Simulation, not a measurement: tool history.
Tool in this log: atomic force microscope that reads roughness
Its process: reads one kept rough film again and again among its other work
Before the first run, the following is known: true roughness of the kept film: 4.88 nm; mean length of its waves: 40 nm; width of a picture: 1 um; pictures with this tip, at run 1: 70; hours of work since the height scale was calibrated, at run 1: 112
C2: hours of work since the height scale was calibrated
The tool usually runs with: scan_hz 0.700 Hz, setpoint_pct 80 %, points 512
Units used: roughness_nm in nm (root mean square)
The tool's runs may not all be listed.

{"run": 1, "day": 0.0, "scan_hz": 0.7, "setpoint_pct": 80, "points": 512, "pictures with this tip": 70, "C2": 112, "roughness_nm": 4.196}
{"run": 2, "day": 0.783, "scan_hz": 0.7, "setpoint_pct": 80, "points": 512, "pictures with this tip": 95, "C2": 124, "roughness_nm": 4.11}
{"run": 3, "day": 1.35, "scan_hz": 0.7, "setpoint_pct": 80, "points": 512, "pictures with this tip": 112, "C2": 132, "roughness_nm": 4.072}
{"run": 4, "day": 2.0, "scan_hz": 0.7, "setpoint_pct": 80, "points": 512, "pictures with this tip": 132, "C2": 142, "roughness_nm": 3.958}
{"run": 5, "day": 2.438, "scan_hz": 0.7, "setpoint_pct": 80, "points": 512, "pictures with this tip": 146, "C2": 148, "roughness_nm": 3.88}
{"run": 6, "day": 2.938, "scan_hz": 0.7, "setpoint_pct": 80, "points": 512, "pictures with this tip": 161, "C2": 156, "roughness_nm": 3.842}
{"day": 3.1, "done": "new tip fitted"}
{"run": 7, "day": 3.567, "scan_hz": 0.71, "setpoint_pct": 80, "points": 303, "pictures with this tip": 14, "C2": 165, "roughness_nm": 4.385}
{"run": 8, "day": 4.133, "scan_hz": 1.148, "setpoint_pct": 77, "points": 643, "pictures with this tip": 31, "C2": 173, "roughness_nm": 4.28}
{"run": 9, "day": 4.967, "scan_hz": 1.148, "setpoint_pct": 77, "points": 643, "pictures with this tip": 57, "C2": 186, "roughness_nm": 4.151}
{"run": 10, "day": 5.721, "scan_hz": 4.0, "setpoint_pct": 61, "points": 303, "pictures with this tip": 80, "C2": 197, "roughness_nm": 3.984}

Below are 4 alternative next runs, each starting from the tool's condition after run 10. Predict each:
{"run": "A", "day": 6.133, "scan_hz": 1.917, "setpoint_pct": 80, "points": 512, "pictures with this tip": 93, "C2": 203, "roughness_nm": "?"}
{"run": "B", "day": 6.133, "scan_hz": 4.0, "setpoint_pct": 61, "points": 622, "pictures with this tip": 93, "C2": 203, "roughness_nm": "?"}
{"run": "C", "day": 6.133, "scan_hz": 0.7, "setpoint_pct": 87, "points": 512, "pictures with this tip": 93, "C2": 203, "roughness_nm": "?"}
{"run": "D", "day": 6.133, "scan_hz": 0.776, "setpoint_pct": 61, "points": 303, "pictures with this tip": 93, "C2": 203, "roughness_nm": "?"}

run=A roughness_nm=3.876
run=B roughness_nm=3.956
run=C roughness_nm=3.989
run=D roughness_nm=4.130
With no hidden state in the tool, these same runs would have given:
run=A roughness_nm=4.247
run=B roughness_nm=4.334
run=C roughness_nm=4.372
run=D roughness_nm=4.525
